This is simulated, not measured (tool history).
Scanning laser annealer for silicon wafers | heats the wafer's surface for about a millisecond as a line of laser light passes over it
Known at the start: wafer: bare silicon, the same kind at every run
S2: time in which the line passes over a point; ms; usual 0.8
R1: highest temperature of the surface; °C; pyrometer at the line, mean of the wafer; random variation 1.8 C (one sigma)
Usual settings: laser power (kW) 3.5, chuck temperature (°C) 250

Run 1, hour 0: usual settings. Result: R1 957 °C.
Run 2, hour 19.6: usual settings. Result: R1 959 °C.
Run 3, hour 38.5: usual settings. Result: R1 957 °C.
Run 4, hour 54.1: usual settings. Result: R1 958 °C.
Run 5, hour 65.1: usual settings. Result: R1 954 °C.
Run 6, hour 75.2: usual settings. Result: R1 958 °C.
Run 7, hour 85.8: usual settings. Result: R1 953 °C.
Run 8, hour 102.8: usual settings. Result: R1 955 °C.
Run 9, hour 113.1: usual settings but laser power (kW) 3.849. Result: R1 1051 °C.
Run 10, hour 124.5: usual settings but laser power (kW) 3.784. Result: R1 1038 °C.
Run 11, hour 142.9: usual settings but laser power (kW) 3.784. Result: R1 1029 °C.
Run 12, hour 151.1: usual settings but laser power (kW) 3.784. Result: R1 1029 °C.
Run 13, hour 167.1: usual settings. Result: R1 954 °C.
Run 14, hour 180.5: usual settings but S2 0.874 ms. Result: R1 993 °C.
Run 15, hour 192.9: usual settings but S2 0.874 ms. Result: R1 991 °C.
Run 16, hour 206.4: usual settings but S2 0.874 ms. Result: R1 992 °C.
Run 17, hour 216.1: usual settings but S2 0.874 ms. Result: R1 988 °C.
Run 18, hour 224.4: usual settings. Result: R1 953 °C.
Run 19, hour 243.6: usual settings. Result: R1 950 °C.
Run 20, hour 263.5: usual settings. Result: R1 951 °C.
Run 21, hour 283.4: usual settings but laser power (kW) 3.483. Result: R1 948 °C.
Run 22, hour 295: usual settings but laser power (kW) 3.409, chuck temperature (°C) 282. Result: R1 960 °C.
Run 23, hour 308.3: usual settings but laser power (kW) 3.409, chuck temperature (°C) 282. Result: R1 957 °C.
Run 24, hour 327: usual settings but laser power (kW) 3.432, S2 0.867 ms, chuck temperature (°C) 224. Result: R1 938 °C.
Run 25, hour 343.7: usual settings but laser power (kW) 3.432, S2 0.867 ms, chuck temperature (°C) 224. Result: R1 935 °C.
Run 26, hour 359.3: usual settings but laser power (kW) 3.432, S2 0.581 ms, chuck temperature (°C) 251. Result: R1 817 °C.
Run 27, hour 374.9: usual settings but laser power (kW) 3.432, S2 0.581 ms, chuck temperature (°C) 226. Result: R1 790 °C.
Run 28, hour 386.2: usual settings but laser power (kW) 3.675. Result: R1 994 °C.
Run 29, hour 397.4: usual settings but laser power (kW) 3.675. Result: R1 996 °C.
Run 30, hour 412.3: usual settings but laser power (kW) 3.544. Result: R1 958 °C.
Run 31, hour 422.2: usual settings but laser power (kW) 3.56, S2 0.856 ms, chuck temperature (°C) 280. Result: R1 1024 °C.
Run 32, hour 436.1: usual settings but laser power (kW) 3.092, S2 0.933 ms, chuck temperature (°C) 225. Result: R1 872 °C.

Forecast run 33:
Run 33, hour 448.7: usual settings but laser power (kW) 3.092, S2 0.933 ms, chuck temperature (°C) 225. Result: R1 ?.

{"run 33": {"R1": 872}}
Without the tool's hidden state the same run would have given R1 916 °C.

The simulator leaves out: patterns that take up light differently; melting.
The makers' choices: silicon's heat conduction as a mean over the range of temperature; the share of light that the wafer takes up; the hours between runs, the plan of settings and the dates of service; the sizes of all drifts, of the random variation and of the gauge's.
